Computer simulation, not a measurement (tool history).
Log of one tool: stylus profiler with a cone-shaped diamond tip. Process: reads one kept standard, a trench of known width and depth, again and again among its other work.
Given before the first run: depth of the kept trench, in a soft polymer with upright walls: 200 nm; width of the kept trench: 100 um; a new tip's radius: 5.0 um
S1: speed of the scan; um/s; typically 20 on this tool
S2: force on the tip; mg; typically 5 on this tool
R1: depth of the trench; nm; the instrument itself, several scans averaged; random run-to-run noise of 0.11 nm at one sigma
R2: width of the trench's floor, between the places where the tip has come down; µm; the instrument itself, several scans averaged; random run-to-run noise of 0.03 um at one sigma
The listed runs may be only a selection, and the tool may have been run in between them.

run,hour,S1,S2,R1,R2
1,0,20,5,205.45,97.14
2,25.3,20,6.55,206.54,97.17
3,37.7,20,5,205.58,97.15
4,61,5,5,205.47,97.15
5,73.4,5,5,205.49,97.18
6,91.7,5,5,205.59,97.17
7,109.1,5,5,205.49,97.18
8,133.2,5,5,205.44,97.22
9,155,5,5,205.39,97.19

The next listed run, before its measurement:
10,166.7,5,5,?,?

Logged for run 10: R1 205.6 nm, R2 97.17 µm.
With the hidden condition absent and the run-to-run variation left alone, this run would have shown R1 205.61 nm, R2 97.18 µm.

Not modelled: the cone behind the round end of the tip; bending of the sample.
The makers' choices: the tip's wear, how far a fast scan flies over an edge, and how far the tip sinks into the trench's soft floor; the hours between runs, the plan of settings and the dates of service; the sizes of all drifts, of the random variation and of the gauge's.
